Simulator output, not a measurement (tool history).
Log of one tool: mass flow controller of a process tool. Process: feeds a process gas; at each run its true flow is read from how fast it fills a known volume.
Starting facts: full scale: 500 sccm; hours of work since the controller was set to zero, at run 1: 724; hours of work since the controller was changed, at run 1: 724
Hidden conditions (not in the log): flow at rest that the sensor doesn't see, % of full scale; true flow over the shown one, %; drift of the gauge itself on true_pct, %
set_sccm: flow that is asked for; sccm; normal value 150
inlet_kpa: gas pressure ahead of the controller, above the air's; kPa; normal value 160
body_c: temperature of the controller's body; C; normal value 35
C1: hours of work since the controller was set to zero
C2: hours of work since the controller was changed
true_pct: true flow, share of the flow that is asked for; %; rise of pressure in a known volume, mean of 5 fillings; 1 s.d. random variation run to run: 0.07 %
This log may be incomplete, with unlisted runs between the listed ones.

{"run": 1, "hour": 0.0, "set_sccm": 150, "inlet_kpa": 160, "body_c": 35, "C1": 724, "C2": 724, "true_pct": 98.44}
{"run": 2, "hour": 136.3, "set_sccm": 86, "inlet_kpa": 160, "body_c": 35, "C1": 776, "C2": 776, "true_pct": 98.45}
{"run": 3, "hour": 248.0, "set_sccm": 86, "inlet_kpa": 160, "body_c": 35, "C1": 819, "C2": 819, "true_pct": 98.46}
{"run": 4, "hour": 441.4, "set_sccm": 150, "inlet_kpa": 160, "body_c": 35, "C1": 893, "C2": 893, "true_pct": 98.59}
{"run": 5, "hour": 551.4, "set_sccm": 150, "inlet_kpa": 279, "body_c": 35, "C1": 935, "C2": 935, "true_pct": 98.92}
{"run": 6, "hour": 759.8, "set_sccm": 150, "inlet_kpa": 160, "body_c": 35, "C1": 1014, "C2": 1014, "true_pct": 98.79}
{"run": 7, "hour": 918.1, "set_sccm": 150, "inlet_kpa": 160, "body_c": 35, "C1": 1075, "C2": 1075, "true_pct": 98.79}
{"run": 8, "hour": 1013.8, "set_sccm": 150, "inlet_kpa": 160, "body_c": 35, "C1": 1111, "C2": 1111, "true_pct": 98.92}
{"run": 9, "hour": 1192.6, "set_sccm": 150, "inlet_kpa": 160, "body_c": 35, "C1": 1180, "C2": 1180, "true_pct": 98.84}
{"run": 10, "hour": 1340.5, "set_sccm": 150, "inlet_kpa": 160, "body_c": 35, "C1": 1236, "C2": 1236, "true_pct": 98.94}
{"run": 11, "hour": 1546.1, "set_sccm": 150, "inlet_kpa": 160, "body_c": 35, "C1": 1315, "C2": 1315, "true_pct": 98.96}
{"run": 12, "hour": 1649.5, "set_sccm": 150, "inlet_kpa": 160, "body_c": 35, "C1": 1354, "C2": 1354, "true_pct": 99.08}
{"run": 13, "hour": 1772.7, "set_sccm": 150, "inlet_kpa": 160, "body_c": 35, "C1": 1401, "C2": 1401, "true_pct": 99.15}
{"run": 14, "hour": 1884.4, "set_sccm": 150, "inlet_kpa": 168, "body_c": 35, "C1": 1444, "C2": 1444, "true_pct": 99.18}
{"run": 15, "hour": 2061.0, "set_sccm": 150, "inlet_kpa": 167, "body_c": 35, "C1": 1511, "C2": 1511, "true_pct": 99.29}
{"run": 16, "hour": 2172.0, "set_sccm": 150, "inlet_kpa": 160, "body_c": 36, "C1": 1553, "C2": 1553, "true_pct": 99.24}
{"run": 17, "hour": 2286.4, "set_sccm": 150, "inlet_kpa": 218, "body_c": 35, "C1": 1597, "C2": 1597, "true_pct": 99.29}
{"run": 18, "hour": 2397.5, "set_sccm": 150, "inlet_kpa": 160, "body_c": 35, "C1": 1640, "C2": 1640, "true_pct": 99.39}
{"run": 19, "hour": 2559.8, "set_sccm": 150, "inlet_kpa": 160, "body_c": 35, "C1": 1701, "C2": 1701, "true_pct": 99.36}
{"run": 20, "hour": 2676.2, "set_sccm": 56, "inlet_kpa": 160, "body_c": 35, "C1": 1746, "C2": 1746, "true_pct": 99.38}
{"run": 21, "hour": 2891.4, "set_sccm": 150, "inlet_kpa": 160, "body_c": 36, "C1": 1828, "C2": 1828, "true_pct": 99.46}
{"run": 22, "hour": 3077.9, "set_sccm": 150, "inlet_kpa": 160, "body_c": 36, "C1": 1899, "C2": 1899, "true_pct": 99.46}
{"run": 23, "hour": 3281.8, "set_sccm": 150, "inlet_kpa": 160, "body_c": 36, "C1": 1977, "C2": 1977, "true_pct": 99.55}
{"run": 24, "hour": 3376.5, "set_sccm": 150, "inlet_kpa": 160, "body_c": 36, "C1": 2013, "C2": 2013, "true_pct": 99.7}
{"run": 25, "hour": 3549.8, "set_sccm": 150, "inlet_kpa": 160, "body_c": 36, "C1": 2079, "C2": 2079, "true_pct": 99.71}
{"run": 26, "hour": 3690.1, "set_sccm": 150, "inlet_kpa": 160, "body_c": 36, "C1": 2133, "C2": 2133, "true_pct": 99.87}
{"run": 27, "hour": 3782.1, "set_sccm": 299, "inlet_kpa": 271, "body_c": 36, "C1": 2168, "C2": 2168, "true_pct": 100.25}
{"run": 28, "hour": 3954.0, "set_sccm": 299, "inlet_kpa": 271, "body_c": 36, "C1": 2234, "C2": 2234, "true_pct": 100.26}
{"run": 29, "hour": 4127.9, "set_sccm": 299, "inlet_kpa": 271, "body_c": 36, "C1": 2300, "C2": 2300, "true_pct": 100.43}
{"run": 30, "hour": 4252.5, "set_sccm": 114, "inlet_kpa": 246, "body_c": 21, "C1": 2348, "C2": 2348, "true_pct": 101.4}
{"hour": 4321.5, "done": "gauge calibrated"}
{"run": 31, "hour": 4348.0, "set_sccm": 114, "inlet_kpa": 246, "body_c": 21, "C1": 2384, "C2": 2384, "true_pct": 99.7}
{"run": 32, "hour": 4518.2, "set_sccm": 150, "inlet_kpa": 179, "body_c": 24, "C1": 2449, "C2": 2449, "true_pct": 99.5}
{"run": 33, "hour": 4643.9, "set_sccm": 150, "inlet_kpa": 179, "body_c": 24, "C1": 2497, "C2": 2497, "true_pct": 99.58}
{"run": 34, "hour": 4785.6, "set_sccm": 64, "inlet_kpa": 148, "body_c": 22, "C1": 2551, "C2": 2551, "true_pct": 99.72}
{"run": 35, "hour": 4998.2, "set_sccm": 64, "inlet_kpa": 148, "body_c": 22, "C1": 2632, "C2": 2632, "true_pct": 99.64}
{"run": 36, "hour": 5206.1, "set_sccm": 320, "inlet_kpa": 160, "body_c": 37, "C1": 2711, "C2": 2711, "true_pct": 98.84}
{"run": 37, "hour": 5317.7, "set_sccm": 320, "inlet_kpa": 160, "body_c": 37, "C1": 2754, "C2": 2754, "true_pct": 98.9}
{"run": 38, "hour": 5466.5, "set_sccm": 300, "inlet_kpa": 178, "body_c": 29, "C1": 2811, "C2": 2811, "true_pct": 99.75}
{"run": 39, "hour": 5651.1, "set_sccm": 311, "inlet_kpa": 170, "body_c": 25, "C1": 2881, "C2": 2881, "true_pct": 100.03}
{"run": 40, "hour": 5814.1, "set_sccm": 117, "inlet_kpa": 177, "body_c": 35, "C1": 2944, "C2": 2944, "true_pct": 98.99}
{"run": 41, "hour": 6013.8, "set_sccm": 179, "inlet_kpa": 271, "body_c": 35, "C1": 3020, "C2": 3020, "true_pct": 99.32}
{"run": 42, "hour": 6126.4, "set_sccm": 150, "inlet_kpa": 163, "body_c": 23, "C1": 3063, "C2": 3063, "true_pct": 100.11}
{"hour": 6186.1, "done": "gauge calibrated"}
{"run": 43, "hour": 6307.9, "set_sccm": 111, "inlet_kpa": 163, "body_c": 34, "C1": 3132, "C2": 3132, "true_pct": 98.45}
{"run": 44, "hour": 6469.3, "set_sccm": 150, "inlet_kpa": 160, "body_c": 22, "C1": 3194, "C2": 3194, "true_pct": 99.72}
{"run": 45, "hour": 6583.8, "set_sccm": 150, "inlet_kpa": 160, "body_c": 22, "C1": 3237, "C2": 3237, "true_pct": 99.71}
{"run": 46, "hour": 6700.4, "set_sccm": 104, "inlet_kpa": 195, "body_c": 36, "C1": 3282, "C2": 3282, "true_pct": 98.44}
{"run": 47, "hour": 6837.9, "set_sccm": 150, "inlet_kpa": 142, "body_c": 25, "C1": 3334, "C2": 3334, "true_pct": 99.68}

Hidden state at the last listed run before each entry between runs and at the first one after, where it differs:
From run 30 to run 31: gauge calibrated (hour 4321.5)
  drift of the gauge itself on true_pct, %: 1.67 -> 0.01
  the result without the hidden state subtracted from the measured one, true_pct: +1.66 -> +0 %
From run 42 to run 43: gauge calibrated (hour 6186.1)
  drift of the gauge itself on true_pct, %: 0.71 -> 0.05
  the result without the hidden state subtracted from the measured one, true_pct: +0.7 -> +0.04 %

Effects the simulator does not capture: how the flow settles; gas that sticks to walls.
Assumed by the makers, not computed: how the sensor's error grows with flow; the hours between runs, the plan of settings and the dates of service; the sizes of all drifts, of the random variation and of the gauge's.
